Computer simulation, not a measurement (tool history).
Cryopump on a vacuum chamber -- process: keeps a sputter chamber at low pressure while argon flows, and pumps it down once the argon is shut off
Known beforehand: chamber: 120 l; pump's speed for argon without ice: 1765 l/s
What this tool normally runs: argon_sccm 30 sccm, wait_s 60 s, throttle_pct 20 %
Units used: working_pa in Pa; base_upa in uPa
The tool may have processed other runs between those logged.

Run 1, hour 0.0: usual settings. Result: working_pa 0.1535 Pa, base_upa 1.08 uPa.
At hour 9.3: pump warmed up, emptied and cooled again.
Run 2, hour 22.2: usual settings but argon_sccm 14 sccm. Result: working_pa 0.0679 Pa, base_upa 0.93 uPa.
Run 3, hour 41.8: usual settings. Result: working_pa 0.1450 Pa, base_upa 0.95 uPa.
Run 4, hour 57.5: usual settings. Result: working_pa 0.1440 Pa, base_upa 0.98 uPa.
Run 5, hour 83.0: usual settings. Result: working_pa 0.1454 Pa, base_upa 0.95 uPa.
Run 6, hour 97.3: usual settings. Result: working_pa 0.1444 Pa, base_upa 1.01 uPa.
Run 7, hour 122.3: usual settings but argon_sccm 12 sccm, wait_s 21 s, throttle_pct 39 %. Result: working_pa 0.0300 Pa, base_upa 1.95 uPa.
Run 8, hour 142.7: usual settings but argon_sccm 16 sccm, wait_s 66 s, throttle_pct 35 %. Result: working_pa 0.0435 Pa, base_upa 0.99 uPa.
Run 9, hour 171.7: usual settings but argon_sccm 16 sccm, wait_s 66 s, throttle_pct 35 %. Result: working_pa 0.0442 Pa, base_upa 1.06 uPa.
Run 10, hour 200.8: usual settings but argon_sccm 16 sccm, wait_s 66 s, throttle_pct 35 %. Result: working_pa 0.0449 Pa, base_upa 1.07 uPa.
Run 11, hour 228.8: usual settings but argon_sccm 37 sccm, wait_s 70 s, throttle_pct 25 %. Result: working_pa 0.1442 Pa, base_upa 1.08 uPa.
Run 12, hour 248.4: usual settings but argon_sccm 53 sccm, wait_s 20 s, throttle_pct 19 %. Result: working_pa 0.2729 Pa, base_upa 2.14 uPa.

Consider 3 possible next runs. They are alternatives, not a sequence: every one starts from the tool as it was left by run 12. What does each give?
Run A, hour 273.7: usual settings but argon_sccm 45 sccm, wait_s 110 s, throttle_pct 25 %. Result: working_pa ?, base_upa ?.
Run B, hour 273.7: usual settings but argon_sccm 36 sccm, wait_s 214 s, throttle_pct 30 %. Result: working_pa ?, base_upa ?.
Run C, hour 273.7: usual settings but argon_sccm 28 sccm, wait_s 54 s. Result: working_pa ?, base_upa ?.

run  working_pa  base_upa
  A      0.1774      0.89
  B      0.1180      0.82
  C      0.1368      1.27
Without the tool's hidden state the same runs would have given:
run  working_pa  base_upa
  A      0.1722      0.38
  B      0.1138      0.30
  C      0.1335      0.74

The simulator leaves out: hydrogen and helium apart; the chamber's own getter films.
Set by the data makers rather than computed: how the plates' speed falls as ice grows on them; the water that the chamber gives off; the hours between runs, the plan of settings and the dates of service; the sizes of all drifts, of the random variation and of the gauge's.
